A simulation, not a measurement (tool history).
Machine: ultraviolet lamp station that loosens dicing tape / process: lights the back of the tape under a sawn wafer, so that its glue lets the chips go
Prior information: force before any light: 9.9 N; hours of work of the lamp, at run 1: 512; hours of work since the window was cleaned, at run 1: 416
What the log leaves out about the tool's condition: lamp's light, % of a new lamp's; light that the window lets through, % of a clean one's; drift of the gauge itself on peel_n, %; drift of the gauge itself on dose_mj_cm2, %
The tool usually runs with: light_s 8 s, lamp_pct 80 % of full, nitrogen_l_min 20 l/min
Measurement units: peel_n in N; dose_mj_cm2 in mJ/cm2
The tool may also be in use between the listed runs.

run   hour  light_s  lamp_pct  nitrogen_l_min  hours of work of the lamp  hours of work since the window was cleaned  peel_n  dose_mj_cm2
  1      0        8        80              20                        512                                         416   1.113          362
  2   17.9        8        80              20                        525                                         429    1.13          357
  3   30.8        8        80              20                        535                                         439   1.152          358
  4   41.6       13        80              20                        543                                         447   0.362          587
  5   55.3       13        80               6                        553                                         457   1.243          584
  6   65.8        5        80              20                        561                                         465    2.52          225
  7   80.8        9        80              20                        572                                         476   0.886          404
  8   90.2        8        80              20                        579                                         482   1.087          361
  9  102.1        8        80              13                        587                                         491   1.575          361
 10  120.8        8        80              20                        601                                         505   1.159          360
 11  138.6        6        80              20                        614                                         518   1.905          271
 12  153.3        8        80              20                        625                                         529   1.104          359
 13  175.6        8        80              20                        641                                         545   1.106          363
 14  190.1        8        80              20                        652                                         556   1.124          354
 15  207.6        8        61              20                        665                                         569    1.84          274
 16  225.6        8        61              20                        678                                         582   1.857          279
 17  240.4        4        95              10                        689                                         593   3.714          211
 18  257.9        4        72              28                        701                                         605   3.176          163
 19  279.5        4        72              28                        717                                         621   3.247          160
 20  293.9        4        72              28                        728                                         632   3.375          162
 21  304.7        8        90              10                        736                                         640   1.566          404
 22  321.8        5        74              10                        748                                         652   3.834          205
 23  334.5       14        83              20                        758                                         662   0.263          652
 24  354.8       14        83              20                        773                                         677   0.263          652
     358.2  -- window cleaned of glue's vapour
 25  367.9        8        81              11                        782                                           7    1.77          363
 26  390.8       14        82              32                        799                                          24   0.193          643
 27  401.7       14        82              32                        807                                          32   0.199          644
 28  419.8       13        82              30                        820                                          45   0.218          598
 29  435.7        6        91              20                        832                                          57   1.531          306

Alternative continuations, all from the tool just after run 29; predict every row:
  A  451.8        8        80              13                        843                                          69       ?            ?
  B  451.8        9        76              21                        843                                          69       ?            ?
  C  451.8       11        72              29                        843                                          69       ?            ?
  D  451.8       10       100              16                        843                                          69       ?            ?
  E  451.8        6        91              19                        843                                          69       ?            ?

run  peel_n  dose_mj_cm2
  A   1.633          358
  B    0.96          386
  C   0.492          445
  D   0.487          565
  E   1.597          305
What these runs would have given with no unlogged condition in the tool:
run  peel_n  dose_mj_cm2
  A    1.63          358
  B   0.958          387
  C   0.491          445
  D   0.485          565
  E   1.594          305

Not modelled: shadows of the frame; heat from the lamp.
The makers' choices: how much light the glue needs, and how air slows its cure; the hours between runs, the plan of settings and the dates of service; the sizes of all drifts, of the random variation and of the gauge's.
